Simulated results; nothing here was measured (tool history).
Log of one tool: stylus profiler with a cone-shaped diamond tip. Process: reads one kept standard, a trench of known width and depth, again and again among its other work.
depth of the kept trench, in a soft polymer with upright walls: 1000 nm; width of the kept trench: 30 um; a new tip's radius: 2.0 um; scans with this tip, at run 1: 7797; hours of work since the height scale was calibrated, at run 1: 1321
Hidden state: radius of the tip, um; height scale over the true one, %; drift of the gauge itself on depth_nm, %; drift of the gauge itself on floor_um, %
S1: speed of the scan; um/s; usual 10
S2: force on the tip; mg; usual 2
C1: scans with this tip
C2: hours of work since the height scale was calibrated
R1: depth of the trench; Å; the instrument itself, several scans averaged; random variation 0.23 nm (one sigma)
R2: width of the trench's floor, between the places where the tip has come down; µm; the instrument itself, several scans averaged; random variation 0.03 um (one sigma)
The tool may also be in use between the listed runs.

run,hour,S1,S2,C1,C2,R1,R2
1,0,10,2,7797,1321,10131.9,25.76
2,41,10,2,7957,1348,10137.2,25.7
3,92.1,10,2,8157,1382,10134.1,25.72
4,140.8,10,2,8348,1415,10134.6,25.77
5,189.6,3,2,8539,1447,10142.5,25.76
6,216.6,3,2,8644,1465,10140.1,25.7
7,243.5,10,2,8749,1483,10135.3,25.68
8,284.3,10,2,8909,1510,10139.6,25.72
9,321.3,10,2,9054,1534,10143.7,25.63
10,355.4,10,2,9187,1557,10143.3,25.61
11,399.2,10,2,9359,1586,10142.4,25.59
12,445.6,10,2,9540,1617,10146,25.62
13,485.1,10,2,9695,1643,10147.4,25.63
14,513.4,10,5.85,9805,1662,10237.4,25.63
15,547.6,10,5.85,9939,1684,10236.6,25.55
16,579.4,18,2,10063,1705,10146,25.5
17,604.7,18,2,10162,1722,10146.9,25.48
18,627.6,7,1.22,10252,1737,10119.3,25.56
19,653.2,23,1.12,10352,1754,10126.4,25.49
20,675.2,23,1.12,10438,1769,10123.8,25.42
21,699.6,10,1.54,10534,1785,10138.4,25.49
22,727,10,1.54,10641,1803,10137.6,25.5
23,748.6,27,5.71,10725,1817,10236.8,25.48
24,785.8,8,1.23,10871,1842,10127.9,25.45
# hour 789.2: height scale calibrated on a step standard
25,833.9,10,4.93,11057,30,10248.7,25.51
26,878.2,3,2.67,11230,59,10199.6,25.56
27,902,31,1.57,11323,75,10170.9,25.29
28,926.6,31,1.57,11420,91,10169.9,25.33
# hour 959.4: height scale calibrated on a step standard, once more
29,965.7,31,1.57,11571,4,10074,25.32
30,1007.6,23,1.11,11734,32,10063.7,25.3
31,1044.8,2,1.64,11880,57,10081.5,25.48
32,1091.8,16,1.95,12064,88,10089.2,25.39
33,1122.3,37,0.9,12183,108,10059.2,25.16
34,1167.2,9,0.69,12359,138,10054.7,25.33

Hidden state or all else? Some run-to-run changes of R1, split into what the settings, what came in and random variation would give without the hidden state, and what is left for the hidden state (with any gauge scatter that isn't in both results):
Run 2 -> 3: no setting changed, nothing entered. R1 -3.1 Å: hidden state +1.3, all else -4.4.
Run 22 -> 23: S1 10 -> 27, S2 1.54 -> 5.71. R1 +99.2 Å: hidden state +1.2, all else +98.
Run 23 -> 24: S1 27 -> 8, S2 5.71 -> 1.23. R1 -108.9 Å: hidden state +0.1, all else -109.
Run 24 -> 25: S1 8 -> 10, S2 1.23 -> 4.93, height scale calibrated on a step standard. R1 +120.8 Å: hidden state +27.8, all else +93.
Run 28 -> 29: height scale calibrated on a step standard, once more. R1 -95.9 Å: hidden state -91.6, all else -4.3.
